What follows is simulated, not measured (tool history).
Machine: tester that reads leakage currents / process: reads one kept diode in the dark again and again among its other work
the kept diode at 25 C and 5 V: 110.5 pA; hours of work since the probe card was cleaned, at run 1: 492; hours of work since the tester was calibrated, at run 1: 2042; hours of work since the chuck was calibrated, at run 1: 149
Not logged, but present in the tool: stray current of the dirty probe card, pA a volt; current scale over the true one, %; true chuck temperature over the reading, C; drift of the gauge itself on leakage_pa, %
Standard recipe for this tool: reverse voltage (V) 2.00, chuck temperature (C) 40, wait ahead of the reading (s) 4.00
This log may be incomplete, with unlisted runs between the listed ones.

run   hour  reverse voltage (V)  chuck temperature (C)  wait ahead of the reading (s)  hours of work since the probe card was cleaned  hours of work since the tester was calibrated  hours of work since the chuck was calibrated  current that the tester gives (pA)
  1    0.0                 2.00                     40                           4.00                                             492                                           2042                                           149                              292.80
  2   14.8                 2.00                     40                           2.57                                             499                                           2048                                           155                              290.53
  3   32.0                 2.00                     40                           2.57                                             507                                           2056                                           163                              292.24
  4   53.9                 2.00                     40                           0.38                                             517                                           2066                                           173                              293.08
  5   79.4                 2.00                     40                           0.38                                             529                                           2078                                           185                              293.88
  6  114.9                 2.00                     40                           4.00                                             545                                           2094                                           201                              291.98
  7  144.7                 2.00                     40                           4.00                                             559                                           2108                                           215                              292.67
  8  178.2                 2.00                     40                           4.00                                             574                                           2124                                           231                              292.42
  9  196.5                 2.00                     43                           4.00                                             583                                           2132                                           239                              378.37
 10  214.4                 2.00                     28                           4.00                                             591                                           2140                                           247                              100.39
 11  240.5                 2.00                     28                           4.00                                             603                                           2152                                           259                              100.74
 12  264.9                 2.00                     53                           4.00                                             614                                           2164                                           271                              850.06
 13  297.1                 9.01                     31                           0.93                                             629                                           2178                                           285                              247.87
 14  332.7                 2.48                     39                           1.28                                             646                                           2195                                           302                              293.43
 15  360.1                 2.48                     39                           1.28                                             658                                           2207                                           314                              293.11
 16  395.1                 2.00                     40                           3.46                                             674                                           2224                                           331                              292.70
 17  424.4                 2.00                     40                           3.46                                             688                                           2237                                           344                              291.76
 18  456.7                 2.00                     40                           3.46                                             703                                           2252                                           359                              294.06
 19  480.7                 2.00                     40                           3.46                                             714                                           2263                                           370                              291.84
 20  512.9                 2.00                     40                           3.46                                             729                                           2278                                           385                              291.18

Consider 5 possible next runs. They are alternatives, not a sequence: every one starts from the tool as it was left by run 20. What does each give?
  A  527.3                 2.00                     40                           1.88                                             735                                           2284                                           391                                   ?
  B  527.3                 1.46                     45                           0.52                                             735                                           2284                                           391                                   ?
  C  527.3                 1.21                     35                           3.46                                             735                                           2284                                           391                                   ?
  D  527.3                 2.00                     40                           0.41                                             735                                           2284                                           391                                   ?
  E  527.3                 2.00                     35                           7.30                                             735                                           2284                                           391                                   ?

run  current that the tester gives (pA)
  A                              293.53
  B                              392.24
  C                              154.72
  D                              293.90
  E                              189.46
Had the tool no hidden state, the same runs would have come out as:
run  current that the tester gives (pA)
  A                              293.79
  B                              392.59
  C                              154.86
  D                              294.16
  E                              189.62

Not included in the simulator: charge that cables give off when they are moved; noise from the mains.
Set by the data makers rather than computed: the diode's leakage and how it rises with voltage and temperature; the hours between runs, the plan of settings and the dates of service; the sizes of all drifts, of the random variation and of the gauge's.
